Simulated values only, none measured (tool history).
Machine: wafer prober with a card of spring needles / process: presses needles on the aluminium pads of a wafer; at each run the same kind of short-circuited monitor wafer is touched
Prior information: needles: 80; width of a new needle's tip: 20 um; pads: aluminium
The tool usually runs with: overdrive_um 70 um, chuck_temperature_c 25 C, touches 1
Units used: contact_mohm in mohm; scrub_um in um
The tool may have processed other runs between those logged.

run 1 hour=0 | overdrive_um=70 chuck_temperature_c=25 touches=1 | contact_mohm=387 scrub_um=15.05
-- hour=7.1 tips cleaned on abrasive film
-- hour=17.3 tips cleaned on abrasive film
run 2 hour=19.7 | overdrive_um=70 chuck_temperature_c=25 touches=1 | contact_mohm=354 scrub_um=15.09
-- hour=29.3 tips cleaned on abrasive film
-- hour=42 tips cleaned on abrasive film
-- hour=54.7 tips cleaned on abrasive film
run 3 hour=60.1 | overdrive_um=70 chuck_temperature_c=25 touches=1 | contact_mohm=447 scrub_um=15.03
-- hour=65.3 tips cleaned on abrasive film
-- hour=77.2 tips cleaned on abrasive film
-- hour=89.3 tips cleaned on abrasive film
run 4 hour=96 | overdrive_um=70 chuck_temperature_c=25 touches=1 | contact_mohm=518 scrub_um=14.9
-- hour=101.2 tips cleaned on abrasive film
-- hour=113.8 tips cleaned on abrasive film
-- hour=125.7 tips cleaned on abrasive film
run 5 hour=132.2 | overdrive_um=70 chuck_temperature_c=25 touches=1 | contact_mohm=526 scrub_um=14.77
-- hour=137.3 tips cleaned on abrasive film
-- hour=142.4 height of the first contact set anew
-- hour=149.6 tips cleaned on abrasive film
-- hour=161.9 tips cleaned on abrasive film
-- hour=173.8 tips cleaned on abrasive film
run 6 hour=177.1 | overdrive_um=70 chuck_temperature_c=25 touches=1 | contact_mohm=356 scrub_um=15.47
-- hour=184.7 tips cleaned on abrasive film
-- hour=197.4 tips cleaned on abrasive film
-- hour=209.6 tips cleaned on abrasive film
run 7 hour=209.6 | overdrive_um=70 chuck_temperature_c=25 touches=3 | contact_mohm=212 scrub_um=15.39
-- hour=222.3 tips cleaned on abrasive film
-- hour=234.9 tips cleaned on abrasive film
-- hour=246.6 tips cleaned on abrasive film
run 8 hour=246.6 | overdrive_um=59 chuck_temperature_c=25 touches=3 | contact_mohm=215 scrub_um=12.88
-- hour=256.7 tips cleaned on abrasive film
-- hour=268.9 tips cleaned on abrasive film
run 9 hour=274.6 | overdrive_um=59 chuck_temperature_c=25 touches=3 | contact_mohm=324 scrub_um=12.82
-- hour=279.5 tips cleaned on abrasive film
-- hour=291.3 tips cleaned on abrasive film
-- hour=301.4 tips cleaned on abrasive film
run 10 hour=308 | overdrive_um=85 chuck_temperature_c=25 touches=1 | contact_mohm=394 scrub_um=18.56
-- hour=312.6 tips cleaned on abrasive film
-- hour=325.2 tips cleaned on abrasive film
-- hour=337.3 tips cleaned on abrasive film
-- hour=349 tips cleaned on abrasive film
run 11 hour=349 | overdrive_um=85 chuck_temperature_c=25 touches=2 | contact_mohm=202 scrub_um=18.5
-- hour=359.2 tips cleaned on abrasive film
-- hour=371.9 tips cleaned on abrasive film
-- hour=384.3 tips cleaned on abrasive film
run 12 hour=387.6 | overdrive_um=85 chuck_temperature_c=25 touches=2 | contact_mohm=287 scrub_um=18.3
-- hour=395.3 tips cleaned on abrasive film
-- hour=408 tips cleaned on abrasive film
-- hour=419.3 tips cleaned on abrasive film
run 13 hour=419.3 | overdrive_um=85 chuck_temperature_c=25 touches=2 | contact_mohm=210 scrub_um=18.23
-- hour=429.5 tips cleaned on abrasive film
-- hour=441.5 tips cleaned on abrasive film
-- hour=454.2 tips cleaned on abrasive film
-- hour=466.4 tips cleaned on abrasive film
run 14 hour=467.2 | overdrive_um=70 chuck_temperature_c=79 touches=1 | contact_mohm=311 scrub_um=14.81
-- hour=477.3 tips cleaned on abrasive film
-- hour=477.6 height of the first contact set anew
-- hour=487.9 tips cleaned on abrasive film
run 15 hour=487.9 | overdrive_um=70 chuck_temperature_c=79 touches=1 | contact_mohm=236 scrub_um=15.49
-- hour=498 tips cleaned on abrasive film
-- hour=508.2 tips cleaned on abrasive film
-- hour=520.4 tips cleaned on abrasive film
run 16 hour=526.2 | overdrive_um=70 chuck_temperature_c=79 touches=1 | contact_mohm=476 scrub_um=15.46
-- hour=531.4 tips cleaned on abrasive film
-- hour=543.4 tips cleaned on abrasive film
-- hour=555.5 tips cleaned on abrasive film
run 17 hour=564.7 | overdrive_um=70 chuck_temperature_c=97 touches=2 | contact_mohm=424 scrub_um=15.4
-- hour=567.3 tips cleaned on abrasive film
-- hour=579.7 tips cleaned on abrasive film
run 18 hour=586.8 | overdrive_um=70 chuck_temperature_c=97 touches=2 | contact_mohm=406 scrub_um=15.33
-- hour=591.9 tips cleaned on abrasive film
-- hour=603.7 tips cleaned on abrasive film
run 19 hour=611.5 | overdrive_um=70 chuck_temperature_c=26 touches=2 | contact_mohm=417 scrub_um=15.23
-- hour=614.1 tips cleaned on abrasive film
-- hour=626.6 tips cleaned on abrasive film
run 20 hour=636 | overdrive_um=70 chuck_temperature_c=26 touches=2 | contact_mohm=462 scrub_um=15.22
-- hour=638 tips cleaned on abrasive film
-- hour=648.2 tips cleaned on abrasive film
-- hour=660.9 tips cleaned on abrasive film
-- hour=673.1 tips cleaned on abrasive film
-- hour=684.4 tips cleaned on abrasive film
run 21 hour=684.4 | overdrive_um=70 chuck_temperature_c=26 touches=2 | contact_mohm=229 scrub_um=15.03
-- hour=697 tips cleaned on abrasive film
-- hour=709.4 tips cleaned on abrasive film
run 22 hour=709.6 | overdrive_um=70 chuck_temperature_c=26 touches=2 | contact_mohm=227 scrub_um=14.93
-- hour=719.8 tips cleaned on abrasive film
-- hour=732.5 tips cleaned on abrasive film
-- hour=743.5 tips cleaned on abrasive film
run 23 hour=743.5 | overdrive_um=61 chuck_temperature_c=25 touches=1 | contact_mohm=261 scrub_um=12.88
-- hour=756.2 tips cleaned on abrasive film
-- hour=768.8 tips cleaned on abrasive film
run 24 hour=776.3 | overdrive_um=61 chuck_temperature_c=25 touches=1 | contact_mohm=702 scrub_um=12.93
-- hour=781.2 tips cleaned on abrasive film
-- hour=793.4 tips cleaned on abrasive film
run 25 hour=799.2 | overdrive_um=70 chuck_temperature_c=112 touches=1 | contact_mohm=506 scrub_um=14.89
-- hour=804.3 tips cleaned on abrasive film
-- hour=812.2 height of the first contact set anew
-- hour=817.3 tips cleaned on abrasive film
run 26 hour=823.1 | overdrive_um=70 chuck_temperature_c=112 touches=1 | contact_mohm=512 scrub_um=15.48
-- hour=828.3 tips cleaned on abrasive film
-- hour=838.5 tips cleaned on abrasive film
-- hour=850.5 tips cleaned on abrasive film
run 27 hour=853.7 | overdrive_um=70 chuck_temperature_c=39 touches=1 | contact_mohm=385 scrub_um=15.56
-- hour=861.4 tips cleaned on abrasive film
-- hour=873.4 tips cleaned on abrasive film
-- hour=886.1 tips cleaned on abrasive film
run 28 hour=889.7 | overdrive_um=79 chuck_temperature_c=105 touches=2 | contact_mohm=310 scrub_um=17.43

Measured less the same run without the tool's hidden state. The same run-to-run variation is in both; the gauge's scatter may not be:
What the log doesn't record here: debris on the tips, nm; way that the needles fall short of the set height, um; tips' diameter, um; drift of the gauge itself on contact_mohm, %; drift of the gauge itself on scrub_um, %.
run=1 contact_mohm=+191 scrub_um=-0.41
run=2 contact_mohm=+159 scrub_um=-0.46
run=3 contact_mohm=+251 scrub_um=-0.55
run=4 contact_mohm=+325 scrub_um=-0.63
run=5 contact_mohm=+330 scrub_um=-0.7
run=6 contact_mohm=+161 scrub_um=-0.08
run=7 contact_mohm=+16 scrub_um=-0.15
run=8 contact_mohm=+14 scrub_um=-0.24
run=9 contact_mohm=+124 scrub_um=-0.29
run=10 contact_mohm=+203 scrub_um=-0.37
run=11 contact_mohm=+13 scrub_um=-0.47
run=12 contact_mohm=+97 scrub_um=-0.55
run=13 contact_mohm=+17 scrub_um=-0.63
run=14 contact_mohm=+101 scrub_um=-0.76
run=15 contact_mohm=+22 scrub_um=-0.02
run=16 contact_mohm=+269 scrub_um=-0.1
run=17 contact_mohm=+211 scrub_um=-0.18
run=18 contact_mohm=+190 scrub_um=-0.23
run=19 contact_mohm=+223 scrub_um=-0.29
run=20 contact_mohm=+263 scrub_um=-0.34
run=21 contact_mohm=+30 scrub_um=-0.48
run=22 contact_mohm=+30 scrub_um=-0.55
run=23 contact_mohm=+61 scrub_um=-0.63
run=24 contact_mohm=+504 scrub_um=-0.67
run=25 contact_mohm=+288 scrub_um=-0.73
run=26 contact_mohm=+293 scrub_um=-0.03
run=27 contact_mohm=+185 scrub_um=-0.11
run=28 contact_mohm=+98 scrub_um=-0.19
